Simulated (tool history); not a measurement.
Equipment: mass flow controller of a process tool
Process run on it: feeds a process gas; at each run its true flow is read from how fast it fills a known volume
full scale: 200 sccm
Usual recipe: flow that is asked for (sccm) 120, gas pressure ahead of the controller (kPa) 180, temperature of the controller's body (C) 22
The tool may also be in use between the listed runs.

run,hour,flow that is asked for (sccm),gas pressure ahead of the controller (kPa),temperature of the controller's body (C),true flow (%)
1,0.0,120,180,22,96.94
2,343.5,120,180,22,96.90
3,648.6,120,180,29,97.09
4,1043.9,120,180,29,97.01
5,1476.0,196,180,22,98.04
6,1803.6,196,180,22,98.04
# hour 1841.1: controller's zero set anew
7,2041.7,196,180,28,98.18
8,2457.1,120,252,22,95.99
9,2693.9,38,218,27,93.41
10,2924.6,48,218,27,94.02

How would selected steps in true flow (%) from run to run divide? Give the signed amount a tool lacking its hidden state would still show from settings, what came in and random variation, and the signed amount left for the hidden state, including any gauge scatter that is not in both of the compared results.
Hidden state present: flow at rest that the sensor doesn't see, % of full scale; true flow over the shown one, %; drift of the gauge itself on true_pct, %.
Run 8 -> 9: flow that is asked for (sccm) 120 -> 38, gas pressure ahead of the controller (kPa) 252 -> 218, temperature of the controller's body (C) 22 -> 27. true flow (%) -2.58: hidden state -1.42, all else -1.16.
